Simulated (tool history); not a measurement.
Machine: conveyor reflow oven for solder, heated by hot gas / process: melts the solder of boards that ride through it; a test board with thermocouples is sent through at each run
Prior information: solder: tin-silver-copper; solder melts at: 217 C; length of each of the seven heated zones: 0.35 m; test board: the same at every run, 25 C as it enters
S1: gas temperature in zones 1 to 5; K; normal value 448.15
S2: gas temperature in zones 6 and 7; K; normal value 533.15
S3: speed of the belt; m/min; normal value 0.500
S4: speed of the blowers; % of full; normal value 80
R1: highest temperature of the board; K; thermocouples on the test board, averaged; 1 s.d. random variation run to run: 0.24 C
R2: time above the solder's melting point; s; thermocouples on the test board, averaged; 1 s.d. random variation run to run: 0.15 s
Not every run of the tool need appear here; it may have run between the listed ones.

run,hour,S1,S2,S3,S4,R1,R2
1,0.0,448.15,533.15,0.500,80,522.65,64.0
2,19.6,448.15,533.15,0.500,80,522.85,64.0
3,33.9,448.15,533.15,0.500,80,522.45,63.7
# hour 56.5: flux residue cleaned out of gas plates and filters
4,56.8,448.15,533.15,0.451,80,524.65,73.2
5,78.9,448.15,529.15,0.500,80,518.25,60.0
6,102.4,448.15,533.15,0.511,80,521.55,61.2
7,124.8,448.15,533.15,0.511,80,521.55,60.7
8,142.5,448.15,533.15,0.500,80,521.95,63.0
# hour 155.8: flux residue cleaned out of gas plates and filters, once more
9,172.0,448.15,533.15,0.500,80,523.65,65.0
10,183.8,449.15,533.15,0.500,80,523.35,65.4
11,194.5,448.15,533.15,0.599,80,518.65,49.3
12,206.9,448.15,533.15,0.500,54,520.35,61.4
13,220.0,448.15,533.15,0.500,80,523.05,65.1
14,236.8,448.15,533.15,0.500,80,523.15,65.0
15,260.8,448.15,533.15,0.500,80,522.95,64.9
16,277.3,448.15,533.15,0.500,80,523.15,64.8
17,291.5,448.15,533.15,0.547,66,519.35,54.9
18,306.9,448.15,533.15,0.547,66,519.55,54.7
19,328.9,448.15,542.15,0.500,55,528.55,67.8
20,347.1,448.15,542.15,0.500,55,528.45,67.6
# hour 369.5: belt drive overhauled, speed set with a stopwatch
21,369.5,448.15,533.15,0.500,63,520.95,61.0
22,382.4,448.15,533.15,0.523,63,519.55,56.8
23,401.0,443.15,528.15,0.452,70,518.35,65.3
24,413.1,448.15,533.15,0.411,75,525.15,82.1
25,424.7,448.15,533.15,0.411,75,525.85,81.5
26,438.6,448.15,533.15,0.500,65,520.85,61.2
27,460.6,448.15,533.15,0.500,65,520.65,61.0
28,485.0,448.15,535.15,0.484,67,523.25,66.0
29,509.9,448.15,535.15,0.484,67,523.75,65.5
30,531.1,448.15,535.15,0.484,67,523.45,65.6
31,550.6,448.15,521.15,0.500,80,510.65,52.6

Predict each of these 4 candidate next runs independently; none follows another, all start after run 31:
A,563.7,448.15,536.15,0.438,80,?,?
B,563.7,449.15,533.15,0.500,70,?,?
C,563.7,438.15,521.15,0.500,64,?,?
D,563.7,460.15,528.15,0.488,80,?,?

run,R1,R2
A,527.55,77.8
B,521.05,61.9
C,508.15,43.4
D,519.35,68.0
Without the tool's hidden state the same runs would have given:
run,R1,R2
A,529.85,79.5
B,523.45,64.0
C,510.45,46.9
D,521.45,69.9

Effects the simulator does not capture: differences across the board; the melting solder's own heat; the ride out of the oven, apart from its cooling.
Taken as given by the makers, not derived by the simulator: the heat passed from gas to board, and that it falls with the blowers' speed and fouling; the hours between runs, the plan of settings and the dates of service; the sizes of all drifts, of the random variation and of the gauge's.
